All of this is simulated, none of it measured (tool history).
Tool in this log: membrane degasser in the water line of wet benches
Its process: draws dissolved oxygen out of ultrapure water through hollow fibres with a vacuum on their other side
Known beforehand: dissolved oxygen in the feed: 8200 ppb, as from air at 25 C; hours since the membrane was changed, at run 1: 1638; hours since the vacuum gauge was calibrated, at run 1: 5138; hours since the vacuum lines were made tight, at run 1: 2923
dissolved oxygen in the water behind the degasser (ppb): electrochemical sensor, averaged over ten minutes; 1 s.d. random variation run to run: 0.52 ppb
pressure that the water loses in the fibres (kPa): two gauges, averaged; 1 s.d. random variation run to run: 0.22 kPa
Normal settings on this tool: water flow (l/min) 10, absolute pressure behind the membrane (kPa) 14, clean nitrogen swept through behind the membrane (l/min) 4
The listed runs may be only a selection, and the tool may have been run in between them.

run     day  water flow (l/min)  absolute pressure behind the membrane (kPa)  clean nitrogen swept through behind the membrane (l/min)  hours since the membrane was changed  hours since the vacuum gauge was calibrated  hours since the vacuum lines were made tight  dissolved oxygen in the water behind the degasser (ppb)  pressure that the water loses in the fibres (kPa)
  1       0                  10                                           14                                                         4                                  1638                                         5138                                          2923                                                     73.9                                              55.03
  2   3.258                  10                                           14                                                         4                                  1716                                         5216                                          3001                                                     74.9                                              55.16
  3   5.358                  10                                           14                                                         4                                  1767                                         5266                                          3051                                                       75                                              55.09
  4   8.004                  10                                         12.3                                                         4                                  1830                                         5330                                          3115                                                     65.4                                              54.71
  5    10.4                  10                                         12.3                                                         4                                  1888                                         5387                                          3172                                                     64.4                                              54.79
  6  12.125                   7                                           14                                                         4                                  1929                                         5429                                          3214                                                     48.4                                              38.61
  7  15.354                  10                                           14                                                      3.01                                  2007                                         5506                                          3291                                                     95.8                                              55.15
  8  17.708                  10                                           14                                                     10.93                                  2063                                         5563                                          3348                                                     33.2                                              54.84
  9  21.362                  10                                           14                                                     10.93                                  2151                                         5650                                          3436                                                     32.8                                              54.49
 10  24.979                  10                                           14                                                         4                                  2238                                         5737                                          3522                                                     73.9                                               54.8
 11  27.208                  10                                           14                                                         4                                  2291                                         5791                                          3576                                                     74.2                                              54.66
 12  29.983                  10                                         18.8                                                         4                                  2358                                         5857                                          3642                                                    103.3                                              54.84
 13  32.021                  11                                           14                                                         4                                  2407                                         5906                                          3691                                                     85.7                                              60.32
 14   34.65                  10                                           14                                                         4                                  2470                                         5969                                          3754                                                     74.4                                              54.42
 15  36.521                  10                                           14                                                         4                                  2515                                         6014                                          3799                                                     75.4                                              55.03
 16  39.854                  10                                         32.1                                                         4                                  2595                                         6094                                          3879                                                    183.2                                              54.28
 17  43.517                   7                                           14                                                         4                                  2683                                         6182                                          3967                                                     47.7                                              38.03
 18  45.704                   7                                           14                                                         4                                  2735                                         6235                                          4020                                                     47.4                                              37.88
 19  47.742                   7                                           14                                                         4                                  2784                                         6284                                          4069                                                     47.9                                              37.92
 20   51.75                   7                                         13.7                                                      1.65                                  2880                                         6380                                          4165                                                    109.8                                              38.17
 21  55.746                   7                                         13.7                                                      1.65                                  2976                                         6476                                          4261                                                      109                                              37.89
 22  58.929                   7                                         13.7                                                      1.65                                  3052                                         6552                                          4337                                                    108.5                                              37.49
 23  61.912                   7                                         13.7                                                      1.65                                  3124                                         6624                                          4409                                                    108.3                                               38.1
     64.683  -- vacuum gauge calibrated
     64.958  -- seals of the vacuum lines changed
 24    65.6                  10                                           14                                                      7.34                                  3210                                           20                                            15                                                     44.9                                              54.14
 25  67.658                   9                                         18.5                                                      6.55                                  3259                                           69                                            65                                                     56.3                                              48.92
 26  71.133                   7                                           14                                                      1.61                                  3343                                          153                                           148                                                    114.6                                              37.83

Run 27 is up next; what results do you expect?
 27  73.208                  10                                         12.9                                                      7.06                                  3393                                          203                                           198                                                        ?                                                  ?

Logged for run 27: dissolved oxygen in the water behind the degasser (ppb) 41.9, pressure that the water loses in the fibres (kPa) 54.
Minus the tool's unlogged condition, the same run would have read dissolved oxygen in the water behind the degasser (ppb) 41.9, pressure that the water loses in the fibres (kPa) 54.93.
